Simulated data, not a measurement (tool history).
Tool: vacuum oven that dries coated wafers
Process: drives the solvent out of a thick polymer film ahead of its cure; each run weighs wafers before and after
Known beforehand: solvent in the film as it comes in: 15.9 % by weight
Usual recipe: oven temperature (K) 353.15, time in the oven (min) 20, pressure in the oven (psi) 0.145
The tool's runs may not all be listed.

| run | hour | oven temperature (K) | time in the oven (min) | pressure in the oven (psi) | solvent left in the film (%) |
|---|---|---|---|---|---|
| 1 | 0.0 | 353.15 | 20 | 0.145 | 0.77 |
| 2 | 9.7 | 353.15 | 20 | 0.145 | 0.78 |
| 3 | 16.8 | 353.15 | 20 | 0.145 | 0.76 |
| 4 | 23.6 | 353.15 | 20 | 0.145 | 0.76 |
| 5 | 34.7 | 353.15 | 20 | 0.145 | 0.78 |
| 6 | 45.6 | 353.15 | 20 | 0.145 | 0.70 |
| 7 | 51.9 | 353.15 | 20 | 0.145 | 0.76 |
| 8 | 59.6 | 353.15 | 20 | 0.145 | 0.74 |
| 9 | 73.6 | 353.15 | 20 | 0.145 | 0.77 |
| 10 | 88.1 | 353.15 | 20 | 0.474 | 1.58 |
| 11 | 103.3 | 353.15 | 20 | 0.474 | 1.58 |
| 12 | 111.5 | 353.15 | 13 | 0.145 | 1.62 |
| 13 | 126.5 | 353.15 | 13 | 0.312 | 2.00 |
| 14 | 135.3 | 353.15 | 20 | 0.145 | 0.80 |
| 15 | 144.6 | 353.15 | 20 | 0.145 | 0.77 |
| 16 | 154.2 | 353.15 | 32 | 0.145 | 0.44 |
| 17 | 167.1 | 353.15 | 32 | 0.145 | 0.44 |
| 18 | 179.6 | 353.15 | 32 | 0.145 | 0.45 |
| 19 | 190.2 | 353.15 | 20 | 0.145 | 0.78 |
| 20 | 201.2 | 353.15 | 20 | 0.145 | 0.76 |
| 21 | 211.4 | 353.15 | 20 | 0.145 | 0.78 |
| 22 | 225.1 | 353.15 | 20 | 0.145 | 0.77 |
| 23 | 238.5 | 343.15 | 20 | 0.145 | 2.58 |
| 24 | 247.1 | 343.15 | 20 | 0.145 | 2.57 |
| 25 | 253.6 | 349.15 | 32 | 0.145 | 0.65 |
| 26 | 260.1 | 355.15 | 20 | 0.145 | 0.61 |
| 27 | 267.5 | 355.15 | 20 | 0.145 | 0.58 |
| 28 | 281.7 | 355.15 | 20 | 0.145 | 0.62 |
| 29 | 290.3 | 365.15 | 21 | 0.184 | 0.31 |
| 30 | 300.6 | 353.15 | 12 | 0.090 | 1.73 |
| 31 | 309.2 | 340.15 | 30 | 0.131 | 1.92 |
| 32 | 317.3 | 340.15 | 30 | 0.213 | 2.25 |
| 33 | 327.7 | 340.15 | 30 | 0.213 | 2.27 |
| 34 | 335.9 | 340.15 | 30 | 0.213 | 2.28 |
| 35 | 347.3 | 340.15 | 10 | 0.213 | 6.72 |
| 36 | 358.8 | 357.15 | 23 | 0.161 | 0.46 |
| 37 | 373.7 | 356.15 | 10 | 0.145 | 1.81 |
| 38 | 380.1 | 356.15 | 21 | 0.213 | 0.67 |
| 39 | 394.3 | 351.15 | 19 | 0.553 | 2.14 |
| 40 | 402.5 | 351.15 | 20 | 0.109 | 0.87 |
| 41 | 410.9 | 351.15 | 20 | 0.109 | 0.84 |
| 42 | 422.9 | 344.15 | 22 | 0.145 | 1.97 |
| 43 | 430.2 | 346.15 | 20 | 0.149 | 1.87 |
| 44 | 442.9 | 346.15 | 20 | 0.149 | 1.88 |
| 45 | 449.5 | 352.15 | 12 | 0.120 | 2.05 |
| 46 | 459.9 | 350.15 | 13 | 0.122 | 2.23 |
| 47 | 473.6 | 357.15 | 15 | 0.574 | 1.70 |

Here are 4 independent what-if runs from the current tool condition. What would each one return?
| A | 482.6 | 353.15 | 36 | 0.123 | ? |
| B | 482.6 | 341.15 | 20 | 0.303 | ? |
| C | 482.6 | 362.15 | 20 | 0.120 | ? |
| D | 482.6 | 353.15 | 32 | 0.075 | ? |

| run | solvent left in the film (%) |
|---|---|
| A | 0.39 |
| B | 3.68 |
| C | 0.27 |
| D | 0.28 |
Without the tool's unlogged condition, the same runs would have read:
| run | solvent left in the film (%) |
|---|---|
| A | 0.34 |
| B | 3.91 |
| C | 0.24 |
| D | 0.24 |

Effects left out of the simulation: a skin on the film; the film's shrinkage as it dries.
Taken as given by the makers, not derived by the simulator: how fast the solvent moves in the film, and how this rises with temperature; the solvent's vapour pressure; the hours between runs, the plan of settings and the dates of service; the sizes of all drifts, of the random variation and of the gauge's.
